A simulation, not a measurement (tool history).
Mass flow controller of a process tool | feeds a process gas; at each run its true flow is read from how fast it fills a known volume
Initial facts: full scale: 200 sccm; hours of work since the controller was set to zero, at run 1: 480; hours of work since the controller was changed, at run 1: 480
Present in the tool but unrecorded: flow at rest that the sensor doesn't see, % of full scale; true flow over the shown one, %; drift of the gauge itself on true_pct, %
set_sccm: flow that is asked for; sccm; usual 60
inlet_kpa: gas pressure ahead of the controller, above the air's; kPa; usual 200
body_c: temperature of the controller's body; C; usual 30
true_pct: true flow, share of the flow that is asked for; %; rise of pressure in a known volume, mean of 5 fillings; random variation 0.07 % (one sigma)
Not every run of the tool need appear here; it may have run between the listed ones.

run	hour	set_sccm	inlet_kpa	body_c	hours of work since the controller was set to zero	hours of work since the controller was changed	true_pct
1	0.0	60	200	30	480	480	98.68
2	228.8	60	200	30	633	633	98.74
3	438.5	60	157	30	772	772	98.53
4	695.6	28	200	30	944	944	99.01
5	907.1	60	200	30	1084	1084	99.14
6	1117.8	60	200	30	1225	1225	99.28
7	1432.8	60	200	30	1435	1435	99.57
8	1670.7	33	200	30	1593	1593	99.64
9	1907.4	60	200	30	1751	1751	99.64
10	2036.1	60	200	30	1836	1836	99.70
11	2230.2	60	200	30	1966	1966	99.79
12	2396.4	60	200	30	2076	2076	99.94
13	2665.1	60	200	30	2255	2255	99.83
14	2816.2	60	200	32	2356	2356	100.19
15	3077.7	60	200	32	2530	2530	100.14
16	3367.4	60	200	32	2723	2723	100.28
17	3657.4	60	200	22	2916	2916	99.85
18	3859.9	60	200	22	3051	3051	100.14
19	3998.6	60	200	30	3144	3144	100.57
20	4127.8	60	200	30	3230	3230	100.71
21	4276.0	60	140	30	3329	3329	100.36
22	4589.8	23	140	30	3538	3538	102.69
23	4790.2	60	255	30	3671	3671	101.40
24	5010.6	60	255	30	3818	3818	101.55
25	5256.3	60	255	30	3981	3981	101.48
26	5526.1	45	165	29	4161	4161	101.40
27	5661.4	45	165	29	4251	4251	101.58
# hour 5676.8: controller's zero set anew
28	5896.8	60	200	28	147	4408	102.68
29	6112.1	60	251	30	290	4551	103.27
30	6358.3	60	225	30	454	4715	103.25
31	6513.2	34	225	30	557	4818	105.73
32	6705.6	137	212	30	685	4947	102.32
# hour 6745.5: controller's zero set anew, once more
33	6878.6	137	212	30	89	5061	100.86
34	7151.7	163	212	27	271	5243	100.93
35	7309.6	90	141	29	376	5349	99.73
36	7624.9	60	162	30	586	5559	99.63
37	7840.7	60	162	30	730	5702	99.71
38	7991.1	39	162	30	830	5803	99.67
39	8206.9	96	200	30	973	5946	100.51
40	8405.9	50	200	33	1106	6079	100.54
41	8619.3	89	143	33	1248	6221	100.40
42	8870.9	32	187	34	1416	6389	100.89
43	9084.8	32	187	34	1558	6531	101.09
44	9286.5	41	200	29	1693	6665	100.65
45	9508.0	41	200	29	1840	6813	100.97
46	9648.7	27	145	29	1934	6907	101.06
47	9870.3	150	159	29	2081	7054	101.39
48	10054.6	123	218	27	2204	7177	101.45
49	10320.0	71	225	30	2381	7354	101.40

Take each entry between the runs: how does the hidden state at the last listed run before it differ from the hidden state at the first listed run after it?
From run 27 to run 28: controller's zero set anew (hour 5676.8)
  flow at rest that the sensor doesn't see, % of full scale: 0.614 -> 1.036; true flow over the shown one, %: 1.04 -> 1.08
  difference, measured minus the result without the unlogged condition, true_pct: +3.77 -> +4.53 %
From run 32 to run 33: controller's zero set anew, once more (hour 6745.5)
  flow at rest that the sensor doesn't see, % of full scale: 1.115 -> 0.037; true flow over the shown one, %: 1.21 -> 1.23
  difference, measured minus the result without the unlogged condition, true_pct: +2.83 -> +1.29 %
